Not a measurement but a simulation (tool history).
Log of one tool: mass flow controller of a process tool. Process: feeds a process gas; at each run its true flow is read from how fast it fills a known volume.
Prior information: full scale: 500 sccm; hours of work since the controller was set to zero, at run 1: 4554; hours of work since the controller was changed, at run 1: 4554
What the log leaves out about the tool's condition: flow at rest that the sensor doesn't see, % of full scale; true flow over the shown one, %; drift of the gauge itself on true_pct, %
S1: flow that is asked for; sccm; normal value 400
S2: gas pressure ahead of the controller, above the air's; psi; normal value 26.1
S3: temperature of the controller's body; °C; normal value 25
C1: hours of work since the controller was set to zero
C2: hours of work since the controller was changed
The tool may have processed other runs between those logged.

run 1 hour=0.0 | S1=400 S2=26.1 S3=25 | C1=4554 C2=4554 | true_flow_(%)=96.04
run 2 hour=176.1 | S1=400 S2=26.1 S3=25 | C1=4666 C2=4666 | true_flow_(%)=95.86
run 3 hour=446.0 | S1=400 S2=37.3 S3=25 | C1=4837 C2=4837 | true_flow_(%)=96.27
run 4 hour=738.6 | S1=400 S2=37.3 S3=25 | C1=5023 C2=5023 | true_flow_(%)=96.09
run 5 hour=905.0 | S1=400 S2=37.3 S3=25 | C1=5129 C2=5129 | true_flow_(%)=96.06
run 6 hour=1158.6 | S1=400 S2=26.1 S3=25 | C1=5290 C2=5290 | true_flow_(%)=95.47
run 7 hour=1353.8 | S1=400 S2=32.3 S3=25 | C1=5414 C2=5414 | true_flow_(%)=95.70
run 8 hour=1560.4 | S1=400 S2=32.3 S3=25 | C1=5545 C2=5545 | true_flow_(%)=95.50
run 9 hour=1830.8 | S1=400 S2=32.3 S3=25 | C1=5717 C2=5717 | true_flow_(%)=95.49
run 10 hour=1990.3 | S1=400 S2=26.1 S3=25 | C1=5818 C2=5818 | true_flow_(%)=95.05
run 11 hour=2174.5 | S1=400 S2=26.1 S3=27 | C1=5935 C2=5935 | true_flow_(%)=95.11
run 12 hour=2434.6 | S1=400 S2=26.1 S3=25 | C1=6101 C2=6101 | true_flow_(%)=94.90
run 13 hour=2786.7 | S1=400 S2=26.1 S3=25 | C1=6324 C2=6324 | true_flow_(%)=94.78
run 14 hour=2950.8 | S1=363 S2=26.1 S3=25 | C1=6428 C2=6428 | true_flow_(%)=94.39
-- hour=3093.0 controller's zero set anew
run 15 hour=3225.5 | S1=363 S2=26.1 S3=25 | C1=84 C2=6603 | true_flow_(%)=95.56
run 16 hour=3507.8 | S1=363 S2=26.1 S3=25 | C1=263 C2=6782 | true_flow_(%)=95.51
run 17 hour=3866.6 | S1=400 S2=26.1 S3=25 | C1=491 C2=7010 | true_flow_(%)=95.43
-- hour=4032.1 controller exchanged for a calibrated one
run 18 hour=4066.5 | S1=400 S2=26.1 S3=25 | C1=22 C2=22 | true_flow_(%)=99.39
run 19 hour=4377.8 | S1=400 S2=26.1 S3=25 | C1=220 C2=220 | true_flow_(%)=99.12
run 20 hour=4621.2 | S1=400 S2=39.3 S3=25 | C1=374 C2=374 | true_flow_(%)=99.47
run 21 hour=4908.2 | S1=400 S2=39.3 S3=25 | C1=556 C2=556 | true_flow_(%)=99.23
run 22 hour=5124.8 | S1=400 S2=39.3 S3=25 | C1=694 C2=694 | true_flow_(%)=99.19
run 23 hour=5412.6 | S1=400 S2=39.3 S3=29 | C1=877 C2=877 | true_flow_(%)=99.40
run 24 hour=5694.4 | S1=351 S2=26.1 S3=25 | C1=1056 C2=1056 | true_flow_(%)=98.25
run 25 hour=6015.4 | S1=192 S2=34.5 S3=25 | C1=1260 C2=1260 | true_flow_(%)=97.48
run 26 hour=6231.0 | S1=192 S2=34.5 S3=25 | C1=1397 C2=1397 | true_flow_(%)=97.50
run 27 hour=6412.0 | S1=102 S2=38.7 S3=36 | C1=1512 C2=1512 | true_flow_(%)=96.98
run 28 hour=6728.4 | S1=102 S2=38.7 S3=36 | C1=1713 C2=1713 | true_flow_(%)=96.76
run 29 hour=7038.9 | S1=400 S2=36.0 S3=25 | C1=1910 C2=1910 | true_flow_(%)=98.26
run 30 hour=7276.8 | S1=170 S2=25.5 S3=25 | C1=2061 C2=2061 | true_flow_(%)=96.33
run 31 hour=7549.3 | S1=170 S2=25.5 S3=25 | C1=2234 C2=2234 | true_flow_(%)=96.24
run 32 hour=7801.8 | S1=217 S2=26.0 S3=37 | C1=2394 C2=2394 | true_flow_(%)=96.96
run 33 hour=8009.5 | S1=107 S2=22.9 S3=25 | C1=2526 C2=2526 | true_flow_(%)=94.83
run 34 hour=8241.1 | S1=400 S2=35.0 S3=30 | C1=2673 C2=2673 | true_flow_(%)=97.92
run 35 hour=8592.8 | S1=400 S2=34.5 S3=25 | C1=2897 C2=2897 | true_flow_(%)=97.48
run 36 hour=8805.5 | S1=400 S2=34.5 S3=25 | C1=3032 C2=3032 | true_flow_(%)=97.45
run 37 hour=9192.1 | S1=383 S2=22.8 S3=40 | C1=3277 C2=3277 | true_flow_(%)=97.40
run 38 hour=9474.4 | S1=433 S2=33.6 S3=30 | C1=3457 C2=3457 | true_flow_(%)=97.40
run 39 hour=9864.7 | S1=76 S2=27.8 S3=25 | C1=3705 C2=3705 | true_flow_(%)=92.24
run 40 hour=10227.1 | S1=76 S2=27.8 S3=25 | C1=3935 C2=3935 | true_flow_(%)=92.01
run 41 hour=10499.3 | S1=144 S2=38.4 S3=25 | C1=4108 C2=4108 | true_flow_(%)=94.32
run 42 hour=10867.4 | S1=144 S2=38.4 S3=25 | C1=4341 C2=4341 | true_flow_(%)=94.14
run 43 hour=11154.1 | S1=400 S2=23.9 S3=21 | C1=4524 C2=4524 | true_flow_(%)=95.76
run 44 hour=11398.2 | S1=452 S2=23.9 S3=22 | C1=4679 C2=4679 | true_flow_(%)=95.89
run 45 hour=11582.5 | S1=452 S2=23.9 S3=22 | C1=4796 C2=4796 | true_flow_(%)=95.93
run 46 hour=11744.2 | S1=55 S2=26.1 S3=25 | C1=4898 C2=4898 | true_flow_(%)=88.54

What will run 47 give?
run 47 hour=12023.0 | S1=400 S2=29.4 S3=25 | C1=5075 C2=5075 | true_flow_(%)=?

Run 47 measured true flow (%) 95.61.
With the hidden condition absent and the run-to-run variation left alone, this run would have shown true flow (%) 99.63.
